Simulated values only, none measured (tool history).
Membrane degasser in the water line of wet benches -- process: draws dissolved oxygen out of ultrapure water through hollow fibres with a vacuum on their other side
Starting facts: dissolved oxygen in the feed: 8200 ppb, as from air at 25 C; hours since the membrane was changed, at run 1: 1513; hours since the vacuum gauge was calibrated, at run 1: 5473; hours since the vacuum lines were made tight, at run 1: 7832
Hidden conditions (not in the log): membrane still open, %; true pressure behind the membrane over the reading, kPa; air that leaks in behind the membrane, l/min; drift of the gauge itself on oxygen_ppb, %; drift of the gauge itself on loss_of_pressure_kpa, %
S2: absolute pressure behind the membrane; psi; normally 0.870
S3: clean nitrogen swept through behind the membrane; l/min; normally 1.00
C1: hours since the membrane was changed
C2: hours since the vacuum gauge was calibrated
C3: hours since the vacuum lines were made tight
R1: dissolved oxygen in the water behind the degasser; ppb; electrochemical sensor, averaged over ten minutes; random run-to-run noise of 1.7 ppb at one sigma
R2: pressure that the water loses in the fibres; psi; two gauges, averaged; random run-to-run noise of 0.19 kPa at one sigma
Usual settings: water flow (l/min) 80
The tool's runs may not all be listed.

Run 1, day 0.000: usual settings; C1 1513; C2 5473; C3 7832. Result: R1 377.9 ppb, R2 5.939 psi.
Run 2, day 1.383: usual settings; C1 1546; C2 5506; C3 7865. Result: R1 379.9 ppb, R2 5.912 psi.
Run 3, day 3.404: usual settings; C1 1595; C2 5555; C3 7914. Result: R1 378.3 ppb, R2 5.928 psi.
Run 4, day 5.004: usual settings; C1 1633; C2 5593; C3 7952. Result: R1 379.2 ppb, R2 5.894 psi.
Run 5, day 6.554: usual settings; C1 1670; C2 5630; C3 7989. Result: R1 380.5 ppb, R2 5.923 psi.
Run 6, day 8.408: usual settings; C1 1715; C2 5675; C3 8034. Result: R1 376.4 ppb, R2 5.910 psi.
Run 7, day 9.629: usual settings but water flow (l/min) 124, S2 1.610 psi; C1 1744; C2 5704; C3 8063. Result: R1 1302.5 ppb, R2 9.139 psi.
Run 8, day 11.079: usual settings but water flow (l/min) 64, S2 1.603 psi, S3 0.43 l/min; C1 1779; C2 5739; C3 8098. Result: R1 1373.1 ppb, R2 4.708 psi.
Run 9, day 13.100: usual settings but water flow (l/min) 64, S2 1.603 psi, S3 0.43 l/min; C1 1827; C2 5787; C3 8146. Result: R1 1384.3 ppb, R2 4.735 psi.
Run 10, day 14.083: usual settings but water flow (l/min) 64, S2 1.603 psi, S3 0.43 l/min; C1 1851; C2 5811; C3 8170. Result: R1 1386.3 ppb, R2 4.735 psi.
Run 11, day 15.867: usual settings but water flow (l/min) 59, S2 1.105 psi, S3 1.01 l/min; C1 1894; C2 5854; C3 8213. Result: R1 460.1 ppb, R2 4.329 psi.
Run 12, day 17.921: usual settings but S2 1.028 psi, S3 1.60 l/min; C1 1943; C2 5903; C3 8262. Result: R1 375.1 ppb, R2 5.864 psi.

Each run again, without the hidden state but with its own random variation kept:
run     R2
  1  5.939
  2  5.915
  3  5.938
  4  5.909
  5  5.944
  6  5.935
  7  9.184
  8  4.734
  9  4.767
 10  4.770
 11  4.364
 12  5.918
R1 without the hidden state stays within 0.2 ppb of what was measured, in all runs.
